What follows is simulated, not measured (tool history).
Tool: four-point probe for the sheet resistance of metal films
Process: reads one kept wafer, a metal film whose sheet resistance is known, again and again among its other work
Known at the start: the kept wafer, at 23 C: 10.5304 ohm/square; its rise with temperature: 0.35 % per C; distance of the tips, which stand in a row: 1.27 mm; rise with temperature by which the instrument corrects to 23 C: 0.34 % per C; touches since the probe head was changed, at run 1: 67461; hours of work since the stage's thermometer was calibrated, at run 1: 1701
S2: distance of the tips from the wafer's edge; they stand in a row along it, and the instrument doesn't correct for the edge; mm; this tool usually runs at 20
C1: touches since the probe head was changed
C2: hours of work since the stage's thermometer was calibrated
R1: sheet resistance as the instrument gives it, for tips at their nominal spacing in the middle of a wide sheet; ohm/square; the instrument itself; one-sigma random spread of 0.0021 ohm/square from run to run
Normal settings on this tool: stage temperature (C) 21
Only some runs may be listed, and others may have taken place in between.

run 1 hour=0 | stage_temperature_(C)=21 S2=20 | C1=67461 C2=1701 | R1=10.543193
run 2 hour=61.3 | stage_temperature_(C)=21 S2=20 | C1=68393 C2=1739 | R1=10.545475
run 3 hour=121.7 | stage_temperature_(C)=25 S2=20 | C1=69312 C2=1777 | R1=10.548173
run 4 hour=209.8 | stage_temperature_(C)=21 S2=20 | C1=70652 C2=1832 | R1=10.54466
run 5 hour=287.8 | stage_temperature_(C)=29 S2=20 | C1=71839 C2=1881 | R1=10.549235
run 6 hour=354.2 | stage_temperature_(C)=29 S2=20 | C1=72848 C2=1922 | R1=10.549289
run 7 hour=457.8 | stage_temperature_(C)=21 S2=20 | C1=74425 C2=1987 | R1=10.540531
run 8 hour=522.3 | stage_temperature_(C)=21 S2=20 | C1=75405 C2=2027 | R1=10.542201
run 9 hour=632 | stage_temperature_(C)=21 S2=20 | C1=77074 C2=2096 | R1=10.540573
-- hour=654.7 stage's thermometer calibrated
run 10 hour=753.2 | stage_temperature_(C)=23 S2=28 | C1=78910 C2=61 | R1=10.507411
run 11 hour=867.1 | stage_temperature_(C)=32 S2=8 | C1=80643 C2=133 | R1=10.648815
run 12 hour=966.6 | stage_temperature_(C)=25 S2=6 | C1=82156 C2=195 | R1=10.746431
run 13 hour=1041.3 | stage_temperature_(C)=25 S2=6 | C1=83292 C2=241 | R1=10.749635
run 14 hour=1119.2 | stage_temperature_(C)=20 S2=4 | C1=84477 C2=290 | R1=11.035941
run 15 hour=1180 | stage_temperature_(C)=25 S2=18 | C1=85402 C2=328 | R1=10.53101

Each row is a separate what-if for the run after 15, all from the same tool condition, not one after another. Results?
run A hour=1285 | stage_temperature_(C)=26 S2=19 | C1=87000 C2=393 | R1=?
run B hour=1285 | stage_temperature_(C)=22 S2=18 | C1=87000 C2=393 | R1=?
run C hour=1285 | stage_temperature_(C)=23 S2=14 | C1=87000 C2=393 | R1=?
run D hour=1285 | stage_temperature_(C)=28 S2=6 | C1=87000 C2=393 | R1=?

run=A R1=10.527438
run=B R1=10.528399
run=C R1=10.544028
run=D R1=10.752125
With no hidden state in the tool, these same runs would have given:
run=A R1=10.558452
run=B R1=10.55934
run=C R1=10.57503
run=D R1=10.783776
